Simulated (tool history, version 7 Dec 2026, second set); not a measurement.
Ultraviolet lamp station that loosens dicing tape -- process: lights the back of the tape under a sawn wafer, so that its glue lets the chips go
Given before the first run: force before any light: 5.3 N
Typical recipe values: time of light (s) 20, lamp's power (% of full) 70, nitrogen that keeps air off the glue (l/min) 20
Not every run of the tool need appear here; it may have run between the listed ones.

run,hour,time of light (s),lamp's power (% of full),nitrogen that keeps air off the glue (l/min),force that peels the tape off (N),light that reached the tape (mJ/cm2)
1,0,20,70,20,0.974,255
2,49.3,19,70,20,1.053,239
3,125.5,40,70,20,0.326,490
4,190.3,20,70,20,1.081,240
5,242.6,20,70,20,1.066,234
6,301.1,20,70,20,1.112,229
# hour 336.9: window cleaned of glue's vapour
7,392.2,20,70,20,1.212,214
8,478.8,20,70,20,1.315,208
9,521.4,11,70,20,2.364,112
10,591.4,20,70,20,1.391,199
11,686.7,20,70,16,1.522,193
12,728.2,20,70,12,1.747,189
# hour 811.4: window cleaned of glue's vapour, once more
13,819.7,20,70,12,1.406,238
14,915.4,20,70,20,1.146,229
15,983.6,20,70,20,1.155,222
# hour 1036.3: lamp changed
16,1043.7,20,70,20,0.718,303
17,1105.9,20,70,20,0.738,301
18,1164.9,20,70,20,0.737,296
19,1214.5,20,70,20,0.808,291
20,1262.9,20,70,20,0.785,287
21,1338.4,20,70,20,0.864,283
22,1410.5,28,76,11,0.627,418
# hour 1433.3: window cleaned of glue's vapour
23,1466.1,28,76,11,0.526,454
24,1524.5,28,76,11,0.538,443
25,1612.2,28,76,11,0.606,434
26,1676.5,19,64,11,1.399,243
27,1728.9,21,76,23,0.628,317
28,1774,13,79,8,2.033,198
29,1840,38,82,29,0.214,595
30,1885.1,13,79,37,1.052,195
31,1972.2,13,79,37,1.09,192
32,2031,20,79,7,1.4,289
# hour 2051.2: window cleaned of glue's vapour
33,2125.8,16,83,16,1.069,257
34,2203.8,13,66,10,2.186,161
35,2250.3,22,69,20,0.765,283
36,2334.9,22,69,20,0.875,280
37,2388.9,22,95,31,0.393,378
38,2482.1,33,95,20,0.272,554
39,2555.8,14,64,14,2.049,156

Pick out some run-to-run changes in force that peels the tape off (N). Of each, how much would a tool without hidden state show as well, from the settings, what came in and chance, and how much is left for the hidden state and any gauge scatter not in both results compared?
Hidden state at play: lamp's light, % of a new lamp's; light that the window lets through, % of a clean one's; drift of the gauge itself on peel_n, %; drift of the gauge itself on dose_mj_cm2, %.
Run 12 -> 13: window cleaned of glue's vapour, once more. force that peels the tape off (N) -0.341: hidden state -0.373, all else +0.032.
Run 15 -> 16: lamp changed. force that peels the tape off (N) -0.437: hidden state -0.428, all else -0.009.
Run 28 -> 29: time of light (s) 13 -> 38, lamp's power (% of full) 79 -> 82, nitrogen that keeps air off the glue (l/min) 8 -> 29. force that peels the tape off (N) -1.819: hidden state -0.252, all else -1.567.
Run 34 -> 35: time of light (s) 13 -> 22, lamp's power (% of full) 66 -> 69, nitrogen that keeps air off the glue (l/min) 10 -> 20. force that peels the tape off (N) -1.421: hidden state -0.113, all else -1.308.
Run 38 -> 39: time of light (s) 33 -> 14, lamp's power (% of full) 95 -> 64, nitrogen that keeps air off the glue (l/min) 20 -> 14. force that peels the tape off (N) +1.777: hidden state +0.449, all else +1.328.
